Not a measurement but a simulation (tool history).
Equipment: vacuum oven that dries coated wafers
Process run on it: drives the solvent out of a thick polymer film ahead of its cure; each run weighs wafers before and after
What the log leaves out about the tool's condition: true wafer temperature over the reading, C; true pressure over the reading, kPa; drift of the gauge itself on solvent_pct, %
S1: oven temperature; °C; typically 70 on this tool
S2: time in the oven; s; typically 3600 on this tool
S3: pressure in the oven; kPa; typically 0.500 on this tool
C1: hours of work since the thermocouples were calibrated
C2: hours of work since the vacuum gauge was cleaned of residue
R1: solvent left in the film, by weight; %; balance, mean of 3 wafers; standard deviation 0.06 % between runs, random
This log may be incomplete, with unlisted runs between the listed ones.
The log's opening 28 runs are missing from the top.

Run 29, hour 917.2: usual settings but S1 60 °C, S2 2700 s, S3 1.475 kPa; C1 271; C2 1230. Result: R1 11.32 %.
Run 30, hour 945.1: usual settings but S1 66 °C, S2 2640 s, S3 0.936 kPa; C1 284; C2 1242. Result: R1 7.86 %.
Run 31, hour 973.1: usual settings but S1 61 °C, S2 2820 s, S3 0.936 kPa; C1 296; C2 1255. Result: R1 10.16 %.
Run 32, hour 999.1: usual settings but S1 61 °C, S2 2820 s, S3 0.936 kPa; C1 308; C2 1266. Result: R1 10.30 %.
Run 33, hour 1022.8: usual settings but S1 61 °C, S2 2820 s, S3 0.936 kPa; C1 318; C2 1277. Result: R1 10.11 %.
Run 34, hour 1049.5: usual settings but S1 56 °C, S2 2400 s; C1 330; C2 1289. Result: R1 13.64 %.
Run 35, hour 1074.9: usual settings but S1 56 °C, S2 2400 s; C1 341; C2 1300. Result: R1 13.73 %.
Run 36, hour 1106.4: usual settings but S1 56 °C, S2 2400 s; C1 355; C2 1314. Result: R1 13.36 %.
Run 37, hour 1141.6: usual settings but S1 63 °C, S2 2400 s; C1 371; C2 1330. Result: R1 9.87 %.
Run 38, hour 1168.2: usual settings but S1 63 °C, S2 2400 s; C1 383; C2 1342. Result: R1 9.60 %.
Run 39, hour 1213.3: usual settings but S1 63 °C, S2 2400 s; C1 403; C2 1362. Result: R1 9.78 %.
Run 40, hour 1248.9: usual settings but S1 63 °C, S2 2400 s; C1 419; C2 1378. Result: R1 10.08 %.
Run 41, hour 1295.1: usual settings but S1 63 °C, S2 2400 s, S3 1.958 kPa; C1 440; C2 1398. Result: R1 10.54 %.
Run 42, hour 1316.8: usual settings but S1 63 °C, S2 2400 s, S3 1.958 kPa; C1 449; C2 1408. Result: R1 10.67 %.
Run 43, hour 1359.6: usual settings but S1 79 °C, S2 2400 s, S3 1.958 kPa; C1 468; C2 1427. Result: R1 2.53 %.
Run 44, hour 1389.0: usual settings but S1 78 °C, S2 2760 s, S3 0.472 kPa; C1 481; C2 1440. Result: R1 1.70 %.
Run 45, hour 1417.9: usual settings but S1 82 °C, S2 4380 s, S3 0.345 kPa; C1 494; C2 1453. Result: R1 0.24 %.
Run 46, hour 1449.9: usual settings but S1 82 °C, S2 4380 s, S3 0.345 kPa; C1 509; C2 1467. Result: R1 0.20 %.

Here are 5 independent what-if runs from the current tool condition. What would each one return?
Run A, hour 1475.1: usual settings but S1 68 °C, S2 5040 s, S3 0.345 kPa; C1 520; C2 1479. Result: R1 ?.
Run B, hour 1475.1: usual settings but S2 5520 s, S3 0.298 kPa; C1 520; C2 1479. Result: R1 ?.
Run C, hour 1475.1: usual settings but S1 67 °C; C1 520; C2 1479. Result: R1 ?.
Run D, hour 1475.1: usual settings but S1 73 °C, S2 6240 s; C1 520; C2 1479. Result: R1 ?.
Run E, hour 1475.1: usual settings but S1 64 °C, S2 5280 s, S3 0.749 kPa; C1 520; C2 1479. Result: R1 ?.

run    R1
  A  2.35
  B  1.35
  C  4.79
  D  0.61
  E  3.97
Stripped of hidden state, with their random variation kept, the same runs would have yielded:
run    R1
  A  2.33
  B  1.33
  C  4.77
  D  0.60
  E  3.94

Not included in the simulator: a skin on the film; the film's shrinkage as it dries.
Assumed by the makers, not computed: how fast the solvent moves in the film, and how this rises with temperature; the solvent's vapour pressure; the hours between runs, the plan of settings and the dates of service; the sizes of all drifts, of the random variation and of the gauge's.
